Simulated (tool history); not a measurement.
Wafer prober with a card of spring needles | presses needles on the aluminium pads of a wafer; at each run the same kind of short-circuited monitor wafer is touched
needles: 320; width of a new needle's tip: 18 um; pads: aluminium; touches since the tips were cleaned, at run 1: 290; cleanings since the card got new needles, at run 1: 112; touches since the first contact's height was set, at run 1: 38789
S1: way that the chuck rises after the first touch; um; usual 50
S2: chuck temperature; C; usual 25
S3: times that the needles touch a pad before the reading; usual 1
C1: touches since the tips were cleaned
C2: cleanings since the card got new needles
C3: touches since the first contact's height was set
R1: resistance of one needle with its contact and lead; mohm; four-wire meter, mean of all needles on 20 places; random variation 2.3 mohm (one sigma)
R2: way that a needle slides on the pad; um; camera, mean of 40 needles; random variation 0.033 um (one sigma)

run,hour,S1,S2,S3,C1,C2,C3,R1,R2
1,0,50,25,1,290,112,38789,300,10.74
# hour 7.9: tips cleaned on abrasive film
# hour 15.8: tips cleaned on abrasive film
# hour 23.7: tips cleaned on abrasive film
2,29.7,50,25,1,2087,115,48981,423,10.62
# hour 31.7: tips cleaned on abrasive film
# hour 41.6: tips cleaned on abrasive film
# hour 49.5: tips cleaned on abrasive film
3,52.1,50,25,1,927,118,56661,368,10.55
# hour 58.1: tips cleaned on abrasive film
# hour 67.9: tips cleaned on abrasive film
# hour 68.2: height of the first contact set anew
# hour 76.1: tips cleaned on abrasive film
# hour 85.9: tips cleaned on abrasive film
# hour 93.8: tips cleaned on abrasive film
4,96,50,25,1,738,123,9518,350,10.9
# hour 101.9: tips cleaned on abrasive film
# hour 111.7: tips cleaned on abrasive film
# hour 119.6: tips cleaned on abrasive film
5,124.1,50,25,1,1559,126,19180,384,10.89
# hour 128.1: tips cleaned on abrasive film
# hour 136: tips cleaned on abrasive film
# hour 143.9: tips cleaned on abrasive film
# hour 151.8: tips cleaned on abrasive film, once more
6,151.9,50,25,1,56,130,28692,274,10.77
# hour 159.8: tips cleaned on abrasive film
# hour 169.7: tips cleaned on abrasive film
7,177.1,69,25,1,2566,132,37333,354,14.94
# hour 179.1: tips cleaned on abrasive film
# hour 187: tips cleaned on abrasive film
# hour 196.8: tips cleaned on abrasive film
# hour 204.7: tips cleaned on abrasive film
# hour 214.6: tips cleaned on abrasive film
8,222.2,69,25,1,2658,137,52823,365,14.87
# hour 224.3: tips cleaned on abrasive film
# hour 234.1: tips cleaned on abrasive film
# hour 243.9: tips cleaned on abrasive film
# hour 248.1: height of the first contact set anew
# hour 253.9: tips cleaned on abrasive film
9,253.9,50,25,2,0,141,1955,268,10.94
# hour 263.7: tips cleaned on abrasive film
# hour 273.5: tips cleaned on abrasive film
# hour 283.4: tips cleaned on abrasive film
10,289.7,50,25,1,2189,144,14275,434,10.94
# hour 291.8: tips cleaned on abrasive film
# hour 301.6: tips cleaned on abrasive film
# hour 311.4: tips cleaned on abrasive film
# hour 319.3: tips cleaned on abrasive film
# hour 329.2: tips cleaned on abrasive film
11,330.9,50,78,1,624,149,28408,350,10.86
# hour 338.8: tips cleaned on abrasive film
# hour 346.7: tips cleaned on abrasive film
# hour 356.3: tips cleaned on abrasive film
12,356.3,50,25,1,0,152,37081,287,10.78
# hour 364.1: tips cleaned on abrasive film
# hour 374: tips cleaned on abrasive film
# hour 381.9: tips cleaned on abrasive film
# hour 391.7: tips cleaned on abrasive film
# hour 401.5: tips cleaned on abrasive film
13,404,50,25,1,844,157,53459,350,10.75
# hour 409.9: tips cleaned on abrasive film
# hour 417.8: tips cleaned on abrasive film
# hour 427.7: tips cleaned on abrasive film
# hour 428: height of the first contact set anew
14,432.1,62,113,3,1428,160,1428,315,13.57
# hour 436.1: tips cleaned on abrasive film
# hour 444: tips cleaned on abrasive film
# hour 453.8: tips cleaned on abrasive film
# hour 461.7: tips cleaned on abrasive film
# hour 469.6: tips cleaned on abrasive film
15,472.2,32,60,3,917,165,15179,362,6.97
# hour 478.2: tips cleaned on abrasive film
# hour 488: tips cleaned on abrasive film
# hour 497.8: tips cleaned on abrasive film
# hour 505.7: tips cleaned on abrasive film
16,506.4,32,60,3,243,169,26906,318,6.89
# hour 514.3: tips cleaned on abrasive film
# hour 522.2: tips cleaned on abrasive film
# hour 532: tips cleaned on abrasive film
# hour 541.9: tips cleaned on abrasive film
# hour 549.8: tips cleaned on abrasive film
17,555.4,32,60,3,1967,174,43732,424,6.77
# hour 559.4: tips cleaned on abrasive film
# hour 569.3: tips cleaned on abrasive film
# hour 579.1: tips cleaned on abrasive film
# hour 589: tips cleaned on abrasive film
# hour 596.8: tips cleaned on abrasive film
18,596.9,32,60,3,12,179,57928,300,6.76
# hour 606.7: tips cleaned on abrasive film
# hour 608.9: height of the first contact set anew
# hour 616.8: tips cleaned on abrasive film
# hour 626.6: tips cleaned on abrasive film
# hour 634.5: tips cleaned on abrasive film
# hour 642.4: tips cleaned on abrasive film
19,643.2,32,36,2,273,184,11756,337,6.94
# hour 651.1: tips cleaned on abrasive film
# hour 659: tips cleaned on abrasive film
# hour 666.9: tips cleaned on abrasive film
20,667.1,50,56,2,92,187,19954,284,10.87
# hour 675: tips cleaned on abrasive film
# hour 684.9: tips cleaned on abrasive film
# hour 692.8: tips cleaned on abrasive film
# hour 702.6: tips cleaned on abrasive film
21,708.9,50,56,2,2198,191,34309,390,10.78
# hour 711: tips cleaned on abrasive film
# hour 720.8: tips cleaned on abrasive film
# hour 730.7: tips cleaned on abrasive film
# hour 738.5: tips cleaned on abrasive film
# hour 748.4: tips cleaned on abrasive film
22,752.8,64,25,1,1541,196,49358,358,13.78
# hour 756.8: tips cleaned on abrasive film
# hour 766.7: tips cleaned on abrasive film
# hour 776.5: tips cleaned on abrasive film
# hour 786.3: tips cleaned on abrasive film
# hour 790.5: height of the first contact set anew
23,792.2,64,25,1,1921,200,570,354,14.01
# hour 796.2: tips cleaned on abrasive film
# hour 804.1: tips cleaned on abrasive film
# hour 813.9: tips cleaned on abrasive film
# hour 823.7: tips cleaned on abrasive film
# hour 831.6: tips cleaned on abrasive film
# hour 840.7: tips cleaned on abrasive film
24,840.7,41,25,2,0,206,17175,277,8.88
# hour 848.5: tips cleaned on abrasive film
# hour 858.4: tips cleaned on abrasive film
25,862.9,45,50,1,1577,208,24831,475,9.72
# hour 866.9: tips cleaned on abrasive film
# hour 874.8: tips cleaned on abrasive film
# hour 884.6: tips cleaned on abrasive film
# hour 892.5: tips cleaned on abrasive film
# hour 902.4: tips cleaned on abrasive film
# hour 910.3: tips cleaned on abrasive film
26,911.5,63,73,1,419,214,41459,308,13.57

Forecast each of these 3 alternatives for the next run:
# hour 919.4: tips cleaned on abrasive film
# hour 929.2: tips cleaned on abrasive film
# hour 937.1: tips cleaned on abrasive film
# hour 946.9: tips cleaned on abrasive film
A,951,59,73,2,1428,218,55044,?,?
# hour 919.4: tips cleaned on abrasive film
# hour 929.2: tips cleaned on abrasive film
# hour 937.1: tips cleaned on abrasive film
# hour 946.9: tips cleaned on abrasive film
B,951,50,25,1,1428,218,55044,?,?
# hour 919.4: tips cleaned on abrasive film
# hour 929.2: tips cleaned on abrasive film
# hour 937.1: tips cleaned on abrasive film
# hour 946.9: tips cleaned on abrasive film
C,951,63,59,2,1428,218,55044,?,?

run,R1,R2
A,340,12.76
B,435,10.73
C,330,13.54
Without the tool's hidden state the same runs would have given:
run,R1,R2
A,265,12.99
B,255,10.96
C,262,13.77
